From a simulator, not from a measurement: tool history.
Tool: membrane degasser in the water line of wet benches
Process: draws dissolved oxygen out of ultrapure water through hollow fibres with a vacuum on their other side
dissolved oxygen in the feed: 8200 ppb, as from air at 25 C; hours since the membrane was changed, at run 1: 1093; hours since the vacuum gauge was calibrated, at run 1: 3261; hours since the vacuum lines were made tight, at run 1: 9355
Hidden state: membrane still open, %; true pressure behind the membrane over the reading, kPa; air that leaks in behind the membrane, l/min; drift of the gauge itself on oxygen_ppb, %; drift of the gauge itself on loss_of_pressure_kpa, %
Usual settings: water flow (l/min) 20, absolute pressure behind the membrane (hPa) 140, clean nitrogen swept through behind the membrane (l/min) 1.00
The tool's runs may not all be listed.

run,hour,water flow (l/min),absolute pressure behind the membrane (hPa),clean nitrogen swept through behind the membrane (l/min),hours since the membrane was changed,hours since the vacuum gauge was calibrated,hours since the vacuum lines were made tight,dissolved oxygen in the water behind the degasser (ppb),pressure that the water loses in the fibres (hPa)
1,0.0,20,140,1.00,1093,3261,9355,462.0,646.8
2,73.7,22,140,1.00,1166,3334,9428,503.3,716.8
3,134.8,22,140,1.00,1227,3396,9490,504.8,717.8
4,205.1,22,140,1.00,1298,3466,9560,505.0,720.9
# hour 238.1: vacuum gauge calibrated
5,238.1,20,140,1.00,1330,0,9592,464.2,655.8
6,285.5,20,140,1.00,1378,47,9640,462.7,651.2
7,349.2,20,140,1.00,1441,111,9703,464.0,653.2
8,388.4,20,140,1.75,1480,150,9743,285.3,655.8
9,420.2,20,140,1.00,1512,182,9774,463.5,653.5
10,493.6,20,140,1.00,1586,256,9848,463.4,650.5
11,524.5,20,140,1.00,1617,286,9879,461.6,651.2
12,567.4,20,140,1.00,1659,329,9922,462.9,652.3
13,640.6,20,140,1.00,1733,403,9995,463.7,651.1
14,701.0,20,140,1.00,1793,463,10055,461.6,653.2
15,752.2,20,140,1.20,1844,514,10106,394.8,654.1
16,807.9,20,140,1.20,1900,570,10162,395.8,656.6
17,871.2,29,111,0.43,1963,633,10225,895.4,947.8
18,915.9,23,199,0.43,2008,678,10270,1452.4,748.4
19,949.3,14,190,1.17,2041,711,10304,423.0,456.7
20,988.3,20,140,2.66,2080,750,10343,195.2,652.8
21,1055.6,28,335,0.47,2148,817,10410,2504.3,915.9
22,1103.7,28,335,2.25,2196,866,10458,821.7,918.3
23,1173.8,14,143,2.68,2266,936,10528,139.4,457.5
24,1236.7,15,109,0.48,2329,999,10591,481.8,487.5
25,1292.8,22,187,0.92,2385,1055,10647,752.3,719.6
26,1333.5,29,140,2.05,2426,1095,10688,370.7,946.3
27,1394.8,21,162,1.44,2487,1157,10749,422.7,688.4
28,1428.6,21,162,1.44,2521,1190,10783,420.3,685.8
29,1496.0,15,140,0.50,2588,1258,10850,640.4,489.6
30,1542.9,21,140,0.42,2635,1305,10897,942.5,689.4
31,1582.8,21,140,2.84,2675,1345,10937,193.7,681.4
32,1615.6,18,141,0.61,2708,1378,10970,641.1,589.0

4 ways to go on from here, each from the tool as it stands after run 32. What would each give?
A,1655.7,26,241,0.61,2748,1418,11010,?,?
B,1655.7,22,140,1.00,2748,1418,11010,?,?
C,1655.7,20,339,0.93,2748,1418,11010,?,?
D,1655.7,27,117,1.00,2748,1418,11010,?,?

run,dissolved oxygen in the water behind the degasser (ppb),pressure that the water loses in the fibres (hPa)
A,1514.3,848.6
B,503.4,719.8
C,1263.2,654.0
D,490.0,887.7
Without the tool's hidden state the same runs would have given:
run,dissolved oxygen in the water behind the degasser (ppb),pressure that the water loses in the fibres (hPa)
A,1514.1,848.4
B,503.2,719.7
C,1262.7,653.9
D,489.8,887.5

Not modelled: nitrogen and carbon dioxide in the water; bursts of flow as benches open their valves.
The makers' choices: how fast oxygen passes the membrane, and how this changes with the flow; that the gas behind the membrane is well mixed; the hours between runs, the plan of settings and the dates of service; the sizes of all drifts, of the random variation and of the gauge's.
